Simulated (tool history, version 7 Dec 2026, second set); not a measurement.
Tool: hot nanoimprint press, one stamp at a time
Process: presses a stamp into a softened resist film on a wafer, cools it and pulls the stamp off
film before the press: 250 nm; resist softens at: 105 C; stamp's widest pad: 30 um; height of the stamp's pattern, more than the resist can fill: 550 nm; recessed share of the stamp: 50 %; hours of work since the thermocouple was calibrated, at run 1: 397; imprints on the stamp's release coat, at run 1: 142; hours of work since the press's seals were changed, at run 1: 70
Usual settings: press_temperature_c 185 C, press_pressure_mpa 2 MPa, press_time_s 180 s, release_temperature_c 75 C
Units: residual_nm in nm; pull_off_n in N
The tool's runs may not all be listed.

run,hour,press_temperature_c,press_pressure_mpa,press_time_s,release_temperature_c,hours of work since the thermocouple was calibrated,imprints on the stamp's release coat,hours of work since the press's seals were changed,residual_nm,pull_off_n
1,0,185,2,180,75,397,142,70,148.7,111
2,6.3,185,2,180,75,402,172,75,148.4,116
3,17.3,185,2,180,75,411,226,84,148.4,112
4,27.1,185,2,180,75,418,273,91,147.3,114
5,33.9,185,2,180,75,423,306,96,147.4,116
6,43.1,185,2.57,180,75,431,350,103,132.8,109
7,52.6,185,2.57,180,75,438,396,111,132.5,111
8,61.4,185,2,180,75,445,438,117,146.8,116
9,68.6,185,2,180,75,450,473,123,147.1,111
10,74.9,185,2,180,80,455,503,128,146.6,105
11,86.1,185,2,188,75,464,558,136,144.3,114
12,94.3,194,2,180,75,470,597,143,116.5,114
13,104.4,185,2,128,75,478,646,151,160.7,115
14,116.2,185,2,128,75,487,703,160,160.8,114
15,122,185,2,180,75,491,731,164,145.6,114
16,131.5,185,2,180,73,498,777,171,145.5,119
17,143.1,185,2,180,73,507,833,180,145,114
18,148.5,185,2,214,78,511,858,184,136.4,110
# hour 156.7: plate thermocouple calibrated
19,159.9,185,2,132,78,2,899,191,158.6,113
20,165.1,183,1.86,125,72,6,924,195,171.8,116
21,170.9,185,2,180,78,11,952,199,144.3,110
# hour 178: gauge calibrated
22,181.5,185,3.07,180,64,19,1003,208,124.1,129
23,190.6,185,2,104,64,26,1048,215,172.7,126
# hour 202.9: stamp cleaned and given a new release coat
24,207.1,174,2,281,64,34,20,223,171.4,124
25,217.5,174,2,281,64,42,70,231,170.9,117
26,224.9,179,2.43,168,72,48,106,236,161.8,111
27,233.1,178,2,180,81,54,145,243,173.4,107
28,238.5,195,2,180,75,58,172,247,114.2,112
29,248.3,183,2,180,66,66,219,254,154.7,121
30,258.3,183,2.95,150,66,73,267,262,140.7,126

Some steps in residual_nm between neighbouring runs. How much of each would the tool show without its hidden state too (settings, what came in, random variation), and how much is left for the hidden state, with any gauge scatter that isn't in both results?
The hidden state here: true temperature over the reading, C; pressure that arrives at the usual setting, %; grip of the stamp's worn release coat, % over a new coat's; drift of the gauge itself on residual_nm, %; drift of the gauge itself on pull_off_n, %.
Run 12 -> 13: press_temperature_c 194 -> 185, press_time_s 180 -> 128. residual_nm +44.2 nm: hidden state -1.1, all else +45.3.
Run 20 -> 21: press_temperature_c 183 -> 185, press_pressure_mpa 1.86 -> 2, press_time_s 125 -> 180, release_temperature_c 72 -> 78. residual_nm -27.5 nm: hidden state +0.7, all else -28.2.
Run 21 -> 22: press_pressure_mpa 2 -> 3.07, release_temperature_c 78 -> 64, gauge calibrated. residual_nm -20.2 nm: hidden state +4.1, all else -24.3.
Run 22 -> 23: press_pressure_mpa 3.07 -> 2, press_time_s 180 -> 104. residual_nm +48.6 nm: hidden state -0.4, all else +49.
Run 27 -> 28: press_temperature_c 178 -> 195, release_temperature_c 81 -> 75. residual_nm -59.2 nm: hidden state +0.3, all else -59.5.

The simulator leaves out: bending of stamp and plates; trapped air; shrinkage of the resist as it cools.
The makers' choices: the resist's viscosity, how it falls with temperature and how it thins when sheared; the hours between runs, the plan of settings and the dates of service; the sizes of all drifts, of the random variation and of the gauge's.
